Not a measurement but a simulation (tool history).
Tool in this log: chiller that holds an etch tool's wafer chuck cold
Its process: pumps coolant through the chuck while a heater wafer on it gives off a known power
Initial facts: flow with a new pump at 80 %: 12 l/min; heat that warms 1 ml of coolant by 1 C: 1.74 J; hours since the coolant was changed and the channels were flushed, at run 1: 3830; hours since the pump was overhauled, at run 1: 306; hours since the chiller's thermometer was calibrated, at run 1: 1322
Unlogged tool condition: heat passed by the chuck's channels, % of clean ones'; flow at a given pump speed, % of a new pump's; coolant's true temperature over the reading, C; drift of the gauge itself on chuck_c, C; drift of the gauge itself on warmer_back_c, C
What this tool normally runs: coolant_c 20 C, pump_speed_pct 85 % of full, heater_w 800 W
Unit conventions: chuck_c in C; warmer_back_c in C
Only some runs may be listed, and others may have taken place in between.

run     day  coolant_c  pump_speed_pct  heater_w  hours since the coolant was changed and the channels were flushed  hours since the pump was overhauled  hours since the chiller's thermometer was calibrated  chuck_c  warmer_back_c
  1       0         20              85       800                                                               3830                                  306                                                  1322     28.1          2.171
  2   0.721         20              85       800                                                               3848                                  323                                                  1340       28          2.155
  3   1.904         20              85       800                                                               3876                                  351                                                  1368     28.1          2.162
  4   2.725         20              85       800                                                               3896                                  371                                                  1388     28.2           2.16
  5   3.908         20              85       696                                                               3924                                  399                                                  1416       27           1.85
  6   4.858         20              85       696                                                               3947                                  422                                                  1439     27.1          1.845
  7   5.846         16              85       800                                                               3971                                  446                                                  1463     24.3          2.116
  8   6.917         16              87       800                                                               3996                                  472                                                  1488     23.9          2.073
  9   8.262         16              87       800                                                               4029                                  504                                                  1521     23.9          2.065
 10   9.558         20              85       800                                                               4060                                  535                                                  1552     28.2          2.113
 11  10.588         20              85       800                                                               4084                                  560                                                  1576     28.2          2.103
 12  12.167         20              85       800                                                               4122                                  598                                                  1614     28.1          2.073
 13  12.842         20              85       689                                                               4139                                  614                                                  1630       27          1.775
 14  13.725         20              79       501                                                               4160                                  635                                                  1652     25.4           1.38
 15  14.708         23              85       539                                                               4183                                  659                                                  1675     28.4           1.38
 16  15.642         23              85       539                                                               4206                                  681                                                  1698     28.4          1.368
 17  16.946         27              85       764                                                               4237                                  712                                                  1729     34.7          1.963
 18  18.496         27              85       764                                                               4274                                  750                                                  1766     34.8          1.951
     19.121  -- gauge calibrated
 19  19.825         27              85       764                                                               4306                                  781                                                  1798     34.8          2.052
 20  20.854         27              85       764                                                               4331                                  806                                                  1823     34.7          2.063
 21   22.15         27              85       764                                                               4362                                  837                                                  1854     34.8           2.03
 22  22.817         27              85       764                                                               4378                                  853                                                  1870     34.7          2.042
 23  23.517         27              85       764                                                               4395                                  870                                                  1887     34.8          2.038
 24  24.492         14              76       635                                                               4418                                  893                                                  1910       21          1.894

Measured minus without-hidden-state, run by run (identical run-to-run variation in each term; gauge scatter may differ):
run  warmer_back_c
  1         -0.001
  2         -0.005
  3         -0.011
  4         -0.017
  5         -0.024
  6          -0.03
  7         -0.036
  8         -0.043
  9         -0.051
 10         -0.059
 11         -0.065
 12         -0.075
 13         -0.079
 14         -0.085
 15          -0.09
 16         -0.097
 17         -0.104
 18         -0.114
 19         -0.004
 20         -0.011
 21         -0.018
 22         -0.023
 23         -0.027
 24         -0.033
chuck_c: differs from the measured result by no more than 0.1 C in any run.
